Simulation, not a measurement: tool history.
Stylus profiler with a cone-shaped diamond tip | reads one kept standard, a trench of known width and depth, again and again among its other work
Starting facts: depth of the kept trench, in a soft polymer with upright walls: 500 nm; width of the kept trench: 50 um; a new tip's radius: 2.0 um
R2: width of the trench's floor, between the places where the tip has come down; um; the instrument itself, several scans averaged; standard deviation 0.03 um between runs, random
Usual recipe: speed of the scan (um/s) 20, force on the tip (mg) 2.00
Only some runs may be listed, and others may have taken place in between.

{"run": 1, "hour": 0.0, "speed of the scan (um/s)": 20, "force on the tip (mg)": 2.0, "depth of the trench (nm)": 507.45, "R2": 47.22}
{"run": 2, "hour": 14.0, "speed of the scan (um/s)": 42, "force on the tip (mg)": 2.0, "depth of the trench (nm)": 507.08, "R2": 47.07}
{"run": 3, "hour": 25.0, "speed of the scan (um/s)": 42, "force on the tip (mg)": 2.0, "depth of the trench (nm)": 507.54, "R2": 47.09}
{"run": 4, "hour": 46.8, "speed of the scan (um/s)": 65, "force on the tip (mg)": 2.0, "depth of the trench (nm)": 507.22, "R2": 46.95}
{"run": 5, "hour": 61.5, "speed of the scan (um/s)": 20, "force on the tip (mg)": 2.0, "depth of the trench (nm)": 507.52, "R2": 47.24}
{"run": 6, "hour": 72.7, "speed of the scan (um/s)": 20, "force on the tip (mg)": 0.99, "depth of the trench (nm)": 504.89, "R2": 47.1}
{"run": 7, "hour": 86.1, "speed of the scan (um/s)": 20, "force on the tip (mg)": 0.99, "depth of the trench (nm)": 504.32, "R2": 47.1}
{"run": 8, "hour": 104.1, "speed of the scan (um/s)": 9, "force on the tip (mg)": 0.99, "depth of the trench (nm)": 504.58, "R2": 47.25}
{"run": 9, "hour": 121.2, "speed of the scan (um/s)": 9, "force on the tip (mg)": 2.14, "depth of the trench (nm)": 507.79, "R2": 47.25}
{"run": 10, "hour": 131.7, "speed of the scan (um/s)": 9, "force on the tip (mg)": 2.14, "depth of the trench (nm)": 507.69, "R2": 47.29}
{"run": 11, "hour": 145.9, "speed of the scan (um/s)": 9, "force on the tip (mg)": 2.14, "depth of the trench (nm)": 507.58, "R2": 47.34}
{"run": 12, "hour": 160.1, "speed of the scan (um/s)": 8, "force on the tip (mg)": 2.14, "depth of the trench (nm)": 507.78, "R2": 47.25}
{"run": 13, "hour": 184.0, "speed of the scan (um/s)": 38, "force on the tip (mg)": 2.0, "depth of the trench (nm)": 507.21, "R2": 47.14}
{"run": 14, "hour": 201.9, "speed of the scan (um/s)": 8, "force on the tip (mg)": 2.0, "depth of the trench (nm)": 507.39, "R2": 47.32}
{"run": 15, "hour": 220.6, "speed of the scan (um/s)": 20, "force on the tip (mg)": 2.89, "depth of the trench (nm)": 509.43, "R2": 47.26}
{"run": 16, "hour": 237.5, "speed of the scan (um/s)": 20, "force on the tip (mg)": 1.37, "depth of the trench (nm)": 505.56, "R2": 47.18}
{"run": 17, "hour": 250.3, "speed of the scan (um/s)": 20, "force on the tip (mg)": 1.37, "depth of the trench (nm)": 505.74, "R2": 47.16}
{"run": 18, "hour": 273.7, "speed of the scan (um/s)": 20, "force on the tip (mg)": 1.37, "depth of the trench (nm)": 506.02, "R2": 47.26}
{"run": 19, "hour": 296.6, "speed of the scan (um/s)": 20, "force on the tip (mg)": 4.87, "depth of the trench (nm)": 513.27, "R2": 47.26}
{"run": 20, "hour": 306.7, "speed of the scan (um/s)": 20, "force on the tip (mg)": 4.87, "depth of the trench (nm)": 513.64, "R2": 47.27}
{"run": 21, "hour": 319.4, "speed of the scan (um/s)": 20, "force on the tip (mg)": 4.87, "depth of the trench (nm)": 513.53, "R2": 47.3}
{"run": 22, "hour": 331.1, "speed of the scan (um/s)": 20, "force on the tip (mg)": 4.87, "depth of the trench (nm)": 513.35, "R2": 47.23}
{"run": 23, "hour": 348.2, "speed of the scan (um/s)": 17, "force on the tip (mg)": 3.19, "depth of the trench (nm)": 510.34, "R2": 47.23}
{"run": 24, "hour": 358.7, "speed of the scan (um/s)": 20, "force on the tip (mg)": 1.0, "depth of the trench (nm)": 504.84, "R2": 47.17}
{"run": 25, "hour": 374.6, "speed of the scan (um/s)": 59, "force on the tip (mg)": 4.35, "depth of the trench (nm)": 512.73, "R2": 47.07}
{"run": 26, "hour": 398.0, "speed of the scan (um/s)": 21, "force on the tip (mg)": 2.1, "depth of the trench (nm)": 507.67, "R2": 47.25}
{"run": 27, "hour": 411.1, "speed of the scan (um/s)": 11, "force on the tip (mg)": 0.89, "depth of the trench (nm)": 504.14, "R2": 47.28}
{"run": 28, "hour": 431.1, "speed of the scan (um/s)": 11, "force on the tip (mg)": 0.89, "depth of the trench (nm)": 504.35, "R2": 47.24}
{"run": 29, "hour": 449.7, "speed of the scan (um/s)": 9, "force on the tip (mg)": 4.81, "depth of the trench (nm)": 513.19, "R2": 47.26}
{"run": 30, "hour": 462.2, "speed of the scan (um/s)": 63, "force on the tip (mg)": 1.69, "depth of the trench (nm)": 506.71, "R2": 46.89}
{"run": 31, "hour": 474.3, "speed of the scan (um/s)": 63, "force on the tip (mg)": 1.69, "depth of the trench (nm)": 506.83, "R2": 46.91}
{"run": 32, "hour": 488.3, "speed of the scan (um/s)": 9, "force on the tip (mg)": 3.28, "depth of the trench (nm)": 510.32, "R2": 47.24}
{"run": 33, "hour": 504.5, "speed of the scan (um/s)": 36, "force on the tip (mg)": 2.68, "depth of the trench (nm)": 509.2, "R2": 47.16}
{"run": 34, "hour": 520.0, "speed of the scan (um/s)": 5, "force on the tip (mg)": 3.05, "depth of the trench (nm)": 509.82, "R2": 47.36}
{"run": 35, "hour": 539.6, "speed of the scan (um/s)": 48, "force on the tip (mg)": 3.05, "depth of the trench (nm)": 509.87, "R2": 47.06}
{"run": 36, "hour": 552.5, "speed of the scan (um/s)": 41, "force on the tip (mg)": 2.44, "depth of the trench (nm)": 508.6, "R2": 47.08}
{"run": 37, "hour": 563.7, "speed of the scan (um/s)": 45, "force on the tip (mg)": 1.43, "depth of the trench (nm)": 506.0, "R2": 46.96}
{"run": 38, "hour": 582.7, "speed of the scan (um/s)": 10, "force on the tip (mg)": 1.04, "depth of the trench (nm)": 504.82, "R2": 47.27}
{"run": 39, "hour": 602.1, "speed of the scan (um/s)": 10, "force on the tip (mg)": 1.04, "depth of the trench (nm)": 504.95, "R2": 47.3}
{"run": 40, "hour": 616.8, "speed of the scan (um/s)": 33, "force on the tip (mg)": 0.92, "depth of the trench (nm)": 504.5, "R2": 47.02}
{"run": 41, "hour": 640.2, "speed of the scan (um/s)": 33, "force on the tip (mg)": 0.92, "depth of the trench (nm)": 504.47, "R2": 47.01}
{"run": 42, "hour": 658.8, "speed of the scan (um/s)": 33, "force on the tip (mg)": 0.92, "depth of the trench (nm)": 504.66, "R2": 47.01}
{"run": 43, "hour": 669.2, "speed of the scan (um/s)": 61, "force on the tip (mg)": 0.69, "depth of the trench (nm)": 503.72, "R2": 46.64}

What if the next run were any one of these 3? Each begins from the tool's condition after run 43:
{"run": "A", "hour": 691.2, "speed of the scan (um/s)": 10, "force on the tip (mg)": 1.55, "depth of the trench (nm)": "?", "R2": "?"}
{"run": "B", "hour": 691.2, "speed of the scan (um/s)": 10, "force on the tip (mg)": 2.26, "depth of the trench (nm)": "?", "R2": "?"}
{"run": "C", "hour": 691.2, "speed of the scan (um/s)": 55, "force on the tip (mg)": 1.18, "depth of the trench (nm)": "?", "R2": "?"}

run=A depth_of_the_trench_(nm)=506.02 R2=47.26
run=B depth_of_the_trench_(nm)=508.17 R2=47.25
run=C depth_of_the_trench_(nm)=505.30 R2=46.84
With no hidden state in the tool, these same runs would have given:
run=A depth_of_the_trench_(nm)=505.99 R2=47.27
run=B depth_of_the_trench_(nm)=508.13 R2=47.26
run=C depth_of_the_trench_(nm)=505.26 R2=46.85
